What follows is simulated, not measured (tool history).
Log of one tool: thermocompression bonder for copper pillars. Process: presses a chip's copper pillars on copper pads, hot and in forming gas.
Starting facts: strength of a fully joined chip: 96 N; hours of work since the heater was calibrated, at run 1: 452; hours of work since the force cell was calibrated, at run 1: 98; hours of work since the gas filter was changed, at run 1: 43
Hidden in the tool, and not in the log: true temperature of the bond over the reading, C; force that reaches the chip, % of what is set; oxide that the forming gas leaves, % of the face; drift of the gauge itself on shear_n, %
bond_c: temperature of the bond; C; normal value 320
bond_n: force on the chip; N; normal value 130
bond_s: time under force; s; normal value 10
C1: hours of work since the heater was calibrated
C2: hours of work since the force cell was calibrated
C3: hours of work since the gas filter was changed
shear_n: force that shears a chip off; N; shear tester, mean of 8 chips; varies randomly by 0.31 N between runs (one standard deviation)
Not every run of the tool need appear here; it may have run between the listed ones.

Run 1, day 0: usual settings; C1 452; C2 98; C3 43. Result: shear_n 38.4 N.
Run 2, day 0.725: usual settings; C1 463; C2 109; C3 54. Result: shear_n 38.6 N.
Run 3, day 1.133: usual settings but bond_s 30 s; C1 470; C2 116; C3 60. Result: shear_n 56.3 N.
Run 4, day 1.542: usual settings; C1 476; C2 122; C3 66. Result: shear_n 38.7 N.
Run 5, day 1.929: usual settings; C1 482; C2 128; C3 72. Result: shear_n 38.4 N.
Run 6, day 2.442: usual settings; C1 490; C2 135; C3 80. Result: shear_n 38.7 N.
Run 7, day 2.838: usual settings but bond_c 315 C, bond_n 96 N; C1 496; C2 142; C3 86. Result: shear_n 30.3 N.
Run 8, day 3.396: usual settings but bond_c 296 C, bond_n 95 N; C1 504; C2 150; C3 94. Result: shear_n 22.5 N.
Run 9, day 3.971: usual settings but bond_c 307 C, bond_s 9 s; C1 513; C2 159; C3 103. Result: shear_n 30.5 N.
Run 10, day 4.462: usual settings but bond_c 333 C, bond_s 28 s; C1 520; C2 166; C3 111. Result: shear_n 63.6 N.
Run 11, day 4.925: usual settings but bond_c 318 C, bond_n 138 N, bond_s 16 s; C1 527; C2 173; C3 118. Result: shear_n 45.9 N.

Branching from run 11: 4 alternative next runs. What would each branch give?
Run A, day 5.521: usual settings but bond_c 318 C, bond_n 172 N, bond_s 16 s; C1 537; C2 183; C3 127. Result: shear_n ?.
Run B, day 5.521: usual settings but bond_n 182 N; C1 537; C2 183; C3 127. Result: shear_n ?.
Run C, day 5.521: usual settings but bond_n 124 N; C1 537; C2 183; C3 127. Result: shear_n ?.
Run D, day 5.521: usual settings but bond_c 341 C, bond_s 12 s; C1 537; C2 183; C3 127. Result: shear_n ?.

run  shear_n
  A     51.3
  B     45.5
  C     37.3
  D     53.2
Without the tool's unlogged condition, the same runs would have read:
run  shear_n
  A     51.6
  B     45.7
  C     37.4
  D     53.4
